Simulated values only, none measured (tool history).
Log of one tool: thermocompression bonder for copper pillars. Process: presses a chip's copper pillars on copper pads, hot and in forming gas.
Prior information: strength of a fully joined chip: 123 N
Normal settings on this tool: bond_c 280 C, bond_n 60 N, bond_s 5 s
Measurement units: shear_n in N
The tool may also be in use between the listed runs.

run,day,bond_c,bond_n,bond_s,shear_n
1,0,280,60,5,62.1
2,1.171,287,60,5,65.9
3,1.917,280,89,5,82.2
4,3.108,280,60,5,61.2
5,4.812,280,60,5,61.5
# day 4.908: forming gas filter changed
6,6.596,280,60,5,63.8
7,8.033,308,60,5,79.4
8,9.746,308,60,5,78.4
9,10.6,280,60,5,62.3
10,11.517,280,59,5,61.9
11,12.846,280,60,5,62.9
12,14.288,310,60,5,79.4
13,15.704,310,60,5,77.7
14,17.183,310,60,5,76.5
15,18.488,280,60,5,59.7
# day 19.475: forming gas filter changed
16,19.538,280,60,5,63.7
17,20.721,280,60,5,64.4
18,21.629,280,60,5,63.7
19,23.379,266,60,5,55.8
# day 24.712: heater calibrated with a thermocouple chip
20,24.812,266,60,5,51.8
21,25.742,292,45,5,49.8
22,26.554,293,62,5,68.6
23,27.504,273,60,3,46
24,28.892,299,60,10,83
25,29.883,269,55,10,61.6
26,30.6,292,47,12,69.7
27,31.429,285,47,12,66.5
28,32.329,258,36,12,38.8
29,33.896,258,36,12,38.2
# day 34.079: forming gas filter changed
30,35.438,258,36,12,40.6
31,36.95,258,36,12,39.8
32,37.938,258,36,12,40.7

Estimate the outcome of run 33 from the log above:
33,39.312,280,60,5,?

{"run 33": {"shear_n": 59.6}}
The same run, on a tool lacking any hidden state, would have yielded shear_n 62.2 N.

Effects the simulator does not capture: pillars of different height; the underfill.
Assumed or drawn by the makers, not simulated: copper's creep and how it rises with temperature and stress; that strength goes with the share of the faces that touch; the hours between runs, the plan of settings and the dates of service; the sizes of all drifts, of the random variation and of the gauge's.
